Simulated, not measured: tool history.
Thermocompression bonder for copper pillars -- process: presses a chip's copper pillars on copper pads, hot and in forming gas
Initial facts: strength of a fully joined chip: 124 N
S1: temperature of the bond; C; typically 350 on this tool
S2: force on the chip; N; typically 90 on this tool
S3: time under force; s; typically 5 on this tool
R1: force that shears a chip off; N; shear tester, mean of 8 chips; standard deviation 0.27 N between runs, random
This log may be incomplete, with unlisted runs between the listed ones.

| run | day | S1 | S2 | S3 | R1 |
|---|---|---|---|---|---|
| 1 | 0 | 350 | 90 | 5 | 58.3 |
| 2 | 0.533 | 350 | 90 | 5 | 58.1 |
| 3 | 1.133 | 350 | 90 | 5 | 58.1 |
| 4 | 1.767 | 350 | 90 | 5 | 58.2 |
| 5 | 2.05 | 350 | 90 | 6 | 61.7 |
| 6 | 2.625 | 348 | 90 | 6 | 60.8 |
| 7 | 2.892 | 350 | 56 | 5 | 39.4 |
| 8 | 3.388 | 350 | 90 | 5 | 58 |
| 9 | 3.979 | 350 | 90 | 5 | 58.1 |
| 10 | 4.558 | 350 | 90 | 5 | 57.9 |
| 11 | 4.979 | 350 | 90 | 5 | 58 |
| 12 | 5.279 | 350 | 90 | 5 | 57.8 |
| 13 | 5.771 | 350 | 90 | 5 | 57.7 |
| 14 | 6.3 | 350 | 90 | 5 | 58 |
| 15 | 6.833 | 350 | 90 | 14 | 80.8 |
|  | 7.267 | heater calibrated with a thermocouple chip |
| 16 | 7.296 | 350 | 90 | 14 | 79 |
| 17 | 7.65 | 350 | 90 | 14 | 78.2 |
| 18 | 8.108 | 350 | 90 | 3 | 46.3 |
| 19 | 8.729 | 350 | 90 | 15 | 79.8 |
| 20 | 9.258 | 350 | 90 | 15 | 79.8 |
| 21 | 9.633 | 331 | 90 | 9 | 58.9 |
| 22 | 10.2 | 332 | 121 | 8 | 70 |
| 23 | 10.488 | 332 | 121 | 8 | 70.5 |
| 24 | 11.1 | 350 | 79 | 5 | 50.6 |
| 25 | 11.671 | 350 | 79 | 5 | 50.5 |
| 26 | 12.179 | 339 | 90 | 7 | 57.7 |
| 27 | 12.762 | 363 | 63 | 5 | 46.9 |
| 28 | 13.05 | 352 | 122 | 9 | 83.6 |
| 29 | 13.633 | 352 | 122 | 9 | 83.7 |
| 30 | 14.058 | 352 | 122 | 9 | 83 |
| 31 | 14.421 | 352 | 122 | 9 | 83.5 |
| 32 | 14.679 | 331 | 100 | 12 | 69.8 |
| 33 | 15.208 | 323 | 90 | 5 | 43.9 |
| 34 | 15.621 | 323 | 90 | 5 | 43.6 |
|  | 15.704 | forming gas filter changed |
| 35 | 16.133 | 329 | 67 | 7 | 42.9 |
| 36 | 16.721 | 355 | 90 | 8 | 70.2 |
| 37 | 17.108 | 355 | 90 | 8 | 70.2 |
| 38 | 17.529 | 348 | 67 | 6 | 48 |
| 39 | 18.062 | 320 | 67 | 6 | 36.2 |

What if the next run were any one of these 3? Each begins from the tool's condition after run 39:
| A | 18.488 | 377 | 89 | 10 | ? |
| B | 18.488 | 326 | 90 | 5 | ? |
| C | 18.488 | 334 | 108 | 6 | ? |

| run | R1 |
|---|---|
| A | 84.9 |
| B | 46.3 |
| C | 61.1 |
With the hidden condition removed and each run's random variation left untouched, the same runs would have given:
| run | R1 |
|---|---|
| A | 85.8 |
| B | 46.9 |
| C | 61.9 |
